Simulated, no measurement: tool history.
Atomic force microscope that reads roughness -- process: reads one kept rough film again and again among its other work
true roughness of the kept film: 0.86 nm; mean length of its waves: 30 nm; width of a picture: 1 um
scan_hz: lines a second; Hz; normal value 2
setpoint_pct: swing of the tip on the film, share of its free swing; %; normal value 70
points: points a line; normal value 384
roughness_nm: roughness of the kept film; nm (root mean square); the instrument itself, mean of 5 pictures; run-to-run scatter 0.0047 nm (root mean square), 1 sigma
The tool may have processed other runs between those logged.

run   hour  scan_hz  setpoint_pct  points  roughness_nm
  1      0        2            70     384         0.743
  2   13.1        2            70     384         0.745
  3   22.7        2            88     384         0.645
  4   30.1     0.74            70     384         0.795
  5     36        2            88     384          0.65
  6   42.5        2            88     384         0.647
  7   48.1        2            70     384         0.743
  8   54.6        2            70     538         0.735
  9   64.2        2            70     538          0.74
 10   70.9        2            70     538         0.742
 11     81        2            70     379         0.738
 12   88.3     1.11            70     379         0.762
 13   99.7     0.74            70     384         0.777
 14  111.9        2            70     384         0.734
 15  123.6        2            70     384         0.729
 16  136.2        2            70     384         0.728
 17  148.9     2.82            70     384         0.699
 18  154.8        2            70     384         0.728
 19  163.8     2.49            70     384         0.717
 20  171.9     2.49            70     384          0.71
 21  177.8     2.49            70     384         0.707
 22  190.4     2.49            70     384         0.704
     192.4  -- height scale calibrated on a step standard
 23  199.2     2.49            70     384         0.708
 24  213.1     2.49            84     595         0.639
 25  226.7     2.49            84     595          0.63
 26  233.8     2.77            57     595         0.742
 27  243.3     2.96            87     560         0.585
 28  251.7     2.96            87     560         0.583
 29  261.9     1.28            61     673         0.764
 30  269.2     1.15            87     730         0.698
     272.8  -- height scale calibrated on a step standard, once more
 31  277.3     1.89            83     533         0.665
 32  285.2     0.87            57     364         0.771
 33  291.7     0.87            57     364         0.788
 34  302.1     1.17            73     897          0.75
 35  315.5     0.94            64     709         0.763
 36  322.2        2            90     384         0.616
 37    331        2            76     384         0.689
 38  338.2        2            89     384         0.613
     348.4  -- new tip fitted
 39  350.5        2            63     323         0.776
 40  356.8        2            63     323         0.774
 41  363.2     1.26            60     287         0.794
 42  370.5     1.03            76     485          0.77
 43  378.7     0.89            62     541         0.807

Predict each of these 5 candidate next runs independently; none follows another, all start after run 43:
  A   389        2            89     384             ?
  B   389     1.13            73     379             ?
  C   389     2.65            70     481             ?
  D   389     0.68            70     279             ?
  E   389     1.07            62     541             ?

run  roughness_nm
  A         0.647
  B         0.777
  C         0.731
  D         0.792
  E         0.802
The same runs, with their run-to-run variation unchanged, on a tool lacking any hidden condition would have given:
run  roughness_nm
  A         0.652
  B         0.783
  C         0.737
  D         0.798
  E         0.808

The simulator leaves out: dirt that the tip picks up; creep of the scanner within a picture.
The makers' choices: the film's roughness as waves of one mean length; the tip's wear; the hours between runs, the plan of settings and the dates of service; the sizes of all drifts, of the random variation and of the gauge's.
